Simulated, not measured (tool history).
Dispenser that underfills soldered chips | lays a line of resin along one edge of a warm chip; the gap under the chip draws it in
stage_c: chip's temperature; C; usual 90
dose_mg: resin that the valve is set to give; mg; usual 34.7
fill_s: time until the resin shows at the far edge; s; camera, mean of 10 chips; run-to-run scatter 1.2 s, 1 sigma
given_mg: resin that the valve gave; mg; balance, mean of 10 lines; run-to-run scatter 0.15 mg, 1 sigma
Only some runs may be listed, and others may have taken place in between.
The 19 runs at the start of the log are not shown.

run    day  stage_c  dose_mg  hours of work since the syringe was changed  hours of work since the valve was cleaned  hours of work since the stage was calibrated  fill_s  given_mg
 20  3.625      104     44.1                                            8                                         43                                            59   117.3     42.48
     3.746  -- new syringe of resin
 21  3.879       77     34.7                                            2                                         47                                            63   255.6     33.13
 22  4.017       77     34.7                                            4                                         49                                            65   306.9     33.49
 23   4.15      103     36.8                                            6                                         51                                            67   112.9      35.3
 24  4.304       84     40.9                                            9                                         54                                            69   312.7     39.24
     4.358  -- new syringe of resin
 25  4.567       84     39.9                                            3                                         58                                            73   196.4     37.94
 26  4.696       81       32                                            5                                         60                                            75   284.3     30.65
 27  4.908       99       42                                            9                                         63                                            79   162.9     40.14
     4.958  -- new syringe of resin
 28  5.038       94       42                                            1                                         65                                            81   108.1     40.02
 29  5.171       94       42                                            3                                         67                                            83   127.8     39.62
 30  5.383      104       30                                            7                                         70                                            86   117.1     28.46
     5.562  -- new syringe of resin
 31  5.588       79     35.2                                            0                                         74                                            89     202     33.21
 32  5.725      102     37.7                                            3                                         76                                            91    87.2     35.33
     5.825  -- dispensing valve cleaned and set on the balance
 33  5.896      102     37.7                                            5                                          1                                            93   103.5     37.48
 34  6.008       90     34.8                                            6                                          3                                            95   200.6     34.72
 35  6.162       82     31.8                                            9                                          5                                            98   360.1     31.52
     6.212  -- new syringe of resin
 36  6.342       94     32.1                                            2                                          8                                           100   120.4     31.61

Forecast each of these 3 alternatives for the next run:
  A  6.475       76     30.8                                            4                                         10                                           102       ?         ?
  B  6.475      103     29.7                                            4                                         10                                           102       ?         ?
  C  6.475       88     41.3                                            4                                         10                                           102       ?         ?

run  fill_s  given_mg
  A   322.4     30.35
  B     101     29.48
  C   182.6     40.94
The same runs, with their run-to-run variation unchanged, on a tool lacking any hidden condition would have given:
run  fill_s  given_mg
  A   220.6     30.79
  B    69.2      29.9
  C   125.4     41.53

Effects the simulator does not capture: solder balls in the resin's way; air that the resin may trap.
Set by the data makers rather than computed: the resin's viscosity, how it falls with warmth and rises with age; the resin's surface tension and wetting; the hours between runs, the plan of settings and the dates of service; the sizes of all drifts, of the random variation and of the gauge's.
